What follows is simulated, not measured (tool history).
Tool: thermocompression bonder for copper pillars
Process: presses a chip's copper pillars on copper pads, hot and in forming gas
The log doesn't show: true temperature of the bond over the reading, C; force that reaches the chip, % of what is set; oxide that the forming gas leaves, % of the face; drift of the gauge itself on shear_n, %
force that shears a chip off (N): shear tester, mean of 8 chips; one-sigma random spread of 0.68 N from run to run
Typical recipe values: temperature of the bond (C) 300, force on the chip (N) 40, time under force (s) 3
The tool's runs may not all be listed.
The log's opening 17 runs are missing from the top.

run     day  temperature of the bond (C)  force on the chip (N)  time under force (s)  hours of work since the heater was calibrated  hours of work since the force cell was calibrated  hours of work since the gas filter was changed  force that shears a chip off (N)
 18  35.696                          300                     40                     3                                            426                                               1516                                             342                              71.6
 19  36.917                          300                     40                     3                                            441                                               1531                                             357                              71.9
 20  39.179                          300                     40                     5                                            468                                               1558                                             384                              82.5
 21  41.125                          300                     40                     2                                            492                                               1581                                             408                              61.8
     41.521  -- forming gas filter changed
 22  43.121                          300                     40                     2                                            515                                               1605                                              19                              65.4
 23  44.396                          300                     28                     2                                            531                                               1621                                              35                              52.5
 24    47.2                          273                     40                     2                                            564                                               1654                                              68                              43.4
 25  49.871                          315                     40                     2                                            597                                               1686                                             101                              78.8
 26  52.379                          315                     43                     3                                            627                                               1717                                             131                              90.4
     54.592  -- force cell calibrated
 27  54.908                          315                     43                     3                                            656                                                  4                                             160                              88.8
 28  56.533                          315                     43                     3                                            676                                                 23                                             180                              87.5
 29  58.829                          300                     41                     3                                            704                                                 51                                             208                              70.5
 30  60.421                          278                     32                     5                                            723                                                 70                                             227                              54.1
 31  62.158                          278                     32                     5                                            744                                                 91                                             248                              53.2
 32  64.342                          316                     40                     2                                            770                                                117                                             274                                73
 33  67.229                          305                     40                     8                                            805                                                152                                             309                              94.1
 34   69.05                          276                     43                     7                                            827                                                174                                             331                              67.9
 35  70.475                          282                     40                     6                                            844                                                191                                             348                                68
 36  73.079                          282                     40                     6                                            875                                                223                                             379                              67.2
 37  74.979                          319                     42                     6                                            898                                                245                                             402                              96.5
     75.804  -- forming gas filter changed
 38  77.183                          319                     42                     6                                            924                                                272                                              17                             106.3

Predict the results of run 39:
 39  79.8                          300                     40                     4                                            956                                                303                                              48                                 ?

Run 39 gave force that shears a chip off (N) 78.3.
If the tool had no hidden condition, the same run with the same run-to-run variation would have returned force that shears a chip off (N) 81.3.

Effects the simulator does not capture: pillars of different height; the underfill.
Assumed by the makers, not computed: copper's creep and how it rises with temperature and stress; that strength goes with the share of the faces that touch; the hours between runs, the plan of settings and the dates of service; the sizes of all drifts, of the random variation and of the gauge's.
